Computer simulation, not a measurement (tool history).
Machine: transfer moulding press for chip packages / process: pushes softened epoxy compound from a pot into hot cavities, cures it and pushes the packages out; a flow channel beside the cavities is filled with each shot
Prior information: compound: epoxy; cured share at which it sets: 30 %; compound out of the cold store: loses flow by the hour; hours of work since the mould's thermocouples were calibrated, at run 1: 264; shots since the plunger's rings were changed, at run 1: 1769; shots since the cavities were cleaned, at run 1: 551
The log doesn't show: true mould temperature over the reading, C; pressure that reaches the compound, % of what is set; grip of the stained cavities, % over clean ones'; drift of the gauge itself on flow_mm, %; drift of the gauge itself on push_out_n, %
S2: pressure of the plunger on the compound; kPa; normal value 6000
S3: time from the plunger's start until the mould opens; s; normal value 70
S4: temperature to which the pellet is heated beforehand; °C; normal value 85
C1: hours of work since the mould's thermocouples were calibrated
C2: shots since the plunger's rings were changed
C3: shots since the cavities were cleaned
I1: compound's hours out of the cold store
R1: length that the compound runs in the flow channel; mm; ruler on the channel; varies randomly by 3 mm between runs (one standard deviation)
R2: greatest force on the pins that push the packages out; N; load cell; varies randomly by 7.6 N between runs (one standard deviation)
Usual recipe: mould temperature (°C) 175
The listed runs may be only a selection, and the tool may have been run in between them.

{"run": 1, "hour": 0.0, "mould temperature (°C)": 175, "S2": 6000, "S3": 70, "S4": 85, "C1": 264, "C2": 1769, "C3": 551, "I1": 23.1, "R1": 962, "R2": 323}
{"hour": 13.9, "done": "cavities cleaned with cleaning compound and waxed"}
{"run": 2, "hour": 16.8, "mould temperature (°C)": 175, "S2": 6000, "S3": 70, "S4": 85, "C1": 271, "C2": 1955, "C3": 36, "I1": 25.1, "R1": 955, "R2": 324}
{"run": 3, "hour": 28.3, "mould temperature (°C)": 175, "S2": 6000, "S3": 83, "S4": 85, "C1": 276, "C2": 2095, "C3": 176, "I1": 23.4, "R1": 967, "R2": 269}
{"run": 4, "hour": 41.8, "mould temperature (°C)": 175, "S2": 6000, "S3": 89, "S4": 85, "C1": 282, "C2": 2259, "C3": 340, "I1": 29.8, "R1": 938, "R2": 238}
{"run": 5, "hour": 58.9, "mould temperature (°C)": 175, "S2": 6000, "S3": 106, "S4": 85, "C1": 290, "C2": 2467, "C3": 548, "I1": 13.6, "R1": 1007, "R2": 242}
{"run": 6, "hour": 66.4, "mould temperature (°C)": 175, "S2": 6000, "S3": 106, "S4": 85, "C1": 294, "C2": 2558, "C3": 639, "I1": 19.5, "R1": 983, "R2": 238}
{"hour": 73.4, "done": "cavities cleaned with cleaning compound and waxed"}
{"run": 7, "hour": 80.5, "mould temperature (°C)": 175, "S2": 6000, "S3": 51, "S4": 85, "C1": 300, "C2": 2711, "C3": 86, "I1": 27.3, "R1": 942, "R2": 647}
{"run": 8, "hour": 90.7, "mould temperature (°C)": 175, "S2": 4730, "S3": 70, "S4": 85, "C1": 304, "C2": 2836, "C3": 211, "I1": 18.3, "R1": 874, "R2": 312}
{"run": 9, "hour": 103.6, "mould temperature (°C)": 173, "S2": 6000, "S3": 70, "S4": 85, "C1": 310, "C2": 2993, "C3": 368, "I1": 25.6, "R1": 963, "R2": 377}
{"run": 10, "hour": 111.9, "mould temperature (°C)": 173, "S2": 6000, "S3": 70, "S4": 85, "C1": 314, "C2": 3094, "C3": 469, "I1": 10, "R1": 1034, "R2": 406}
{"run": 11, "hour": 125.2, "mould temperature (°C)": 173, "S2": 7410, "S3": 70, "S4": 85, "C1": 320, "C2": 3256, "C3": 631, "I1": 40.6, "R1": 1001, "R2": 370}
{"hour": 133.4, "done": "cavities cleaned with cleaning compound and waxed"}
{"run": 12, "hour": 139.8, "mould temperature (°C)": 173, "S2": 7410, "S3": 70, "S4": 85, "C1": 326, "C2": 3414, "C3": 77, "I1": 34, "R1": 1033, "R2": 351}
{"run": 13, "hour": 148.7, "mould temperature (°C)": 173, "S2": 7410, "S3": 70, "S4": 85, "C1": 331, "C2": 3523, "C3": 186, "I1": 30.4, "R1": 1045, "R2": 363}
{"run": 14, "hour": 159.7, "mould temperature (°C)": 173, "S2": 7410, "S3": 70, "S4": 85, "C1": 336, "C2": 3656, "C3": 319, "I1": 29.7, "R1": 1056, "R2": 385}
{"run": 15, "hour": 167.0, "mould temperature (°C)": 181, "S2": 6000, "S3": 105, "S4": 85, "C1": 339, "C2": 3746, "C3": 409, "I1": 38.2, "R1": 889, "R2": 224}
{"run": 16, "hour": 175.8, "mould temperature (°C)": 175, "S2": 7470, "S3": 70, "S4": 85, "C1": 343, "C2": 3853, "C3": 516, "I1": 30.2, "R1": 1045, "R2": 324}
{"hour": 193.3, "done": "cavities cleaned with cleaning compound and waxed"}
{"run": 17, "hour": 193.5, "mould temperature (°C)": 181, "S2": 6000, "S3": 70, "S4": 78, "C1": 351, "C2": 4050, "C3": 3, "I1": 17.7, "R1": 968, "R2": 264}
{"run": 18, "hour": 202.5, "mould temperature (°C)": 181, "S2": 6000, "S3": 70, "S4": 79, "C1": 355, "C2": 4159, "C3": 112, "I1": 23.5, "R1": 940, "R2": 260}
{"run": 19, "hour": 214.6, "mould temperature (°C)": 181, "S2": 6000, "S3": 70, "S4": 79, "C1": 360, "C2": 4306, "C3": 259, "I1": 36.2, "R1": 889, "R2": 259}
{"run": 20, "hour": 228.0, "mould temperature (°C)": 175, "S2": 6000, "S3": 72, "S4": 75, "C1": 367, "C2": 4469, "C3": 422, "I1": 13.1, "R1": 1008, "R2": 333}
{"run": 21, "hour": 239.9, "mould temperature (°C)": 175, "S2": 6000, "S3": 72, "S4": 75, "C1": 372, "C2": 4614, "C3": 567, "I1": 24.4, "R1": 963, "R2": 317}
{"hour": 252.1, "done": "cavities cleaned with cleaning compound and waxed"}
{"run": 22, "hour": 252.4, "mould temperature (°C)": 180, "S2": 6920, "S3": 87, "S4": 75, "C1": 377, "C2": 4748, "C3": 3, "I1": 29.4, "R1": 988, "R2": 216}
{"run": 23, "hour": 269.4, "mould temperature (°C)": 180, "S2": 6920, "S3": 87, "S4": 75, "C1": 385, "C2": 4954, "C3": 209, "I1": 14.9, "R1": 1055, "R2": 243}
{"run": 24, "hour": 285.7, "mould temperature (°C)": 180, "S2": 6920, "S3": 87, "S4": 75, "C1": 393, "C2": 5153, "C3": 408, "I1": 45.8, "R1": 921, "R2": 236}
{"run": 25, "hour": 297.1, "mould temperature (°C)": 180, "S2": 6920, "S3": 87, "S4": 75, "C1": 398, "C2": 5292, "C3": 547, "I1": 10.7, "R1": 1070, "R2": 241}
{"hour": 311.1, "done": "cavities cleaned with cleaning compound and waxed"}
{"run": 26, "hour": 313.2, "mould temperature (°C)": 169, "S2": 5550, "S3": 64, "S4": 85, "C1": 405, "C2": 5470, "C3": 27, "I1": 15.3, "R1": 983, "R2": 594}
{"run": 27, "hour": 325.0, "mould temperature (°C)": 169, "S2": 6450, "S3": 64, "S4": 85, "C1": 410, "C2": 5613, "C3": 170, "I1": 20.6, "R1": 1043, "R2": 593}
{"run": 28, "hour": 337.3, "mould temperature (°C)": 168, "S2": 6450, "S3": 64, "S4": 85, "C1": 416, "C2": 5762, "C3": 319, "I1": 25, "R1": 1027, "R2": 644}

Alternative continuations, all from the tool just after run 28; predict every row:
{"run": "A", "hour": 348.9, "mould temperature (°C)": 168, "S2": 6000, "S3": 70, "S4": 87, "C1": 421, "C2": 5903, "C3": 460, "I1": 14.9, "R1": "?", "R2": "?"}
{"run": "B", "hour": 348.9, "mould temperature (°C)": 182, "S2": 4660, "S3": 82, "S4": 85, "C1": 421, "C2": 5903, "C3": 460, "I1": 25.6, "R1": "?", "R2": "?"}
{"run": "C", "hour": 348.9, "mould temperature (°C)": 175, "S2": 5590, "S3": 103, "S4": 85, "C1": 421, "C2": 5903, "C3": 460, "I1": 26.8, "R1": "?", "R2": "?"}
{"run": "D", "hour": 348.9, "mould temperature (°C)": 168, "S2": 6450, "S3": 83, "S4": 85, "C1": 421, "C2": 5903, "C3": 460, "I1": 29.2, "R1": "?", "R2": "?"}
{"run": "E", "hour": 348.9, "mould temperature (°C)": 175, "S2": 5400, "S3": 70, "S4": 85, "C1": 421, "C2": 5903, "C3": 460, "I1": 32.5, "R1": "?", "R2": "?"}

run=A R1=1030 R2=555
run=B R1=818 R2=234
run=C R1=916 R2=230
run=D R1=1001 R2=370
run=E R1=881 R2=320
Take away the tool's hidden state, keep each run's random variation, and the runs would have read:
run=A R1=1031 R2=547
run=B R1=819 R2=231
run=C R1=917 R2=227
run=D R1=1002 R2=365
run=E R1=882 R2=315
